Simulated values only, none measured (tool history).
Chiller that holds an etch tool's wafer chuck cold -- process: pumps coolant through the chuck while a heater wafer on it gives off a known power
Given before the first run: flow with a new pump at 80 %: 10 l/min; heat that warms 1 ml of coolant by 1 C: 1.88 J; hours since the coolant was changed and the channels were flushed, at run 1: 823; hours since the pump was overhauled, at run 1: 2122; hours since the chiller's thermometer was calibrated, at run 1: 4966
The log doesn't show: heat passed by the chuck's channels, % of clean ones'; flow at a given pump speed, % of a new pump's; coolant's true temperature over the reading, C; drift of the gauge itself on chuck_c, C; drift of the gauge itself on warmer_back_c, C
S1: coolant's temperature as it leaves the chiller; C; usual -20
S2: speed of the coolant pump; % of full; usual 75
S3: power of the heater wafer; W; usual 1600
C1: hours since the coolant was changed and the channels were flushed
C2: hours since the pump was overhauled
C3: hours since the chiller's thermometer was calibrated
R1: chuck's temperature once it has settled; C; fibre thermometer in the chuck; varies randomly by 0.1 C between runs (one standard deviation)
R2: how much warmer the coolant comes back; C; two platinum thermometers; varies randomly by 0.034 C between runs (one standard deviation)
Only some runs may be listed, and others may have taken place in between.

| run | hour | S1 | S2 | S3 | C1 | C2 | C3 | R1 | R2 |
|---|---|---|---|---|---|---|---|---|---|
| 1 | 0 | -20 | 75 | 1600 | 823 | 2122 | 4966 | -8.9 | 5.49 |
| 2 | 152.5 | -20 | 75 | 1708 | 976 | 2275 | 5119 | -8.3 | 5.8 |
|  | 317.4 | chiller's thermometer calibrated |
| 3 | 330.5 | -20 | 75 | 1352 | 1153 | 2452 | 13 | -10.6 | 4.64 |
| 4 | 513.7 | -20 | 75 | 1352 | 1336 | 2635 | 196 | -10.5 | 4.61 |
| 5 | 702.3 | -20 | 75 | 1352 | 1525 | 2823 | 385 | -10.7 | 4.63 |
| 6 | 826.9 | -20 | 75 | 1352 | 1649 | 2948 | 510 | -10.6 | 4.63 |
| 7 | 986.7 | -23 | 75 | 1600 | 1809 | 3108 | 669 | -11.9 | 5.43 |
| 8 | 1092.6 | -23 | 75 | 1600 | 1915 | 3214 | 775 | -12 | 5.47 |
| 9 | 1243.9 | -23 | 75 | 1600 | 2066 | 3365 | 926 | -12 | 5.53 |
| 10 | 1337 | -20 | 64 | 1600 | 2159 | 3458 | 1020 | -7.4 | 6.41 |
| 11 | 1512.3 | -29 | 75 | 1600 | 2335 | 3633 | 1195 | -18.1 | 5.46 |
| 12 | 1600.5 | -20 | 75 | 1600 | 2423 | 3722 | 1283 | -9.2 | 5.48 |
| 13 | 1749.9 | -20 | 75 | 1600 | 2572 | 3871 | 1432 | -9 | 5.49 |
| 14 | 1841.9 | -20 | 75 | 1600 | 2664 | 3963 | 1525 | -8.9 | 5.46 |
| 15 | 1920.6 | -20 | 68 | 1600 | 2743 | 4042 | 1603 | -7.9 | 6.09 |
| 16 | 2060.7 | -20 | 68 | 1600 | 2883 | 4182 | 1743 | -8.1 | 6.04 |
| 17 | 2145 | -16 | 72 | 983 | 2967 | 4266 | 1828 | -9 | 3.49 |
| 18 | 2291.4 | -16 | 72 | 983 | 3114 | 4413 | 1974 | -8.6 | 3.54 |
| 19 | 2396.3 | -11 | 96 | 1087 | 3219 | 4517 | 2079 | -5 | 2.91 |
| 20 | 2529.1 | -16 | 80 | 2034 | 3352 | 4650 | 2212 | -2.6 | 6.54 |
| 21 | 2658.5 | -16 | 80 | 2034 | 3481 | 4780 | 2341 | -2.5 | 6.53 |
| 22 | 2757.6 | -22 | 75 | 2093 | 3580 | 4879 | 2440 | -7.4 | 7.17 |
| 23 | 2897 | -20 | 75 | 1086 | 3719 | 5018 | 2580 | -12.4 | 3.73 |
| 24 | 3027.1 | -14 | 72 | 1461 | 3850 | 5148 | 2710 | -3.3 | 5.22 |
| 25 | 3136.5 | -11 | 72 | 954 | 3959 | 5258 | 2819 | -4.2 | 3.4 |
| 26 | 3298.7 | -17 | 68 | 1794 | 4121 | 5420 | 2981 | -3.6 | 6.8 |
| 27 | 3440.6 | -17 | 68 | 1794 | 4263 | 5562 | 3123 | -3.6 | 6.68 |
| 28 | 3614.5 | -13 | 94 | 1617 | 4437 | 5736 | 3297 | -3.9 | 4.36 |
| 29 | 3729.2 | -20 | 61 | 1572 | 4552 | 5850 | 3412 | -7 | 6.67 |
|  | 3787.9 | coolant changed, channels flushed |
| 30 | 3883.9 | -18 | 94 | 1600 | 96 | 5999 | 3561 | -8.8 | 4.36 |
| 31 | 4005.9 | -15 | 94 | 1600 | 218 | 6121 | 3683 | -5.9 | 4.33 |
| 32 | 4091 | -21 | 66 | 1157 | 303 | 6206 | 3768 | -12 | 4.56 |

Alternative continuations, all from the tool just after run 32; predict every row:
| A | 4216.4 | -27 | 74 | 1263 | 429 | 6332 | 3893 | ? | ? |
| B | 4216.4 | -21 | 95 | 1157 | 429 | 6332 | 3893 | ? | ? |
| C | 4216.4 | -19 | 95 | 1810 | 429 | 6332 | 3893 | ? | ? |

| run | R1 | R2 |
|---|---|---|
| A | -18.1 | 4.34 |
| B | -14.7 | 3.15 |
| C | -8.8 | 4.88 |
Stripped of hidden state, with their random variation kept, the same runs would have yielded:
| run | R1 | R2 |
|---|---|---|
| A | -18.1 | 4.33 |
| B | -14.7 | 3.15 |
| C | -8.8 | 4.88 |
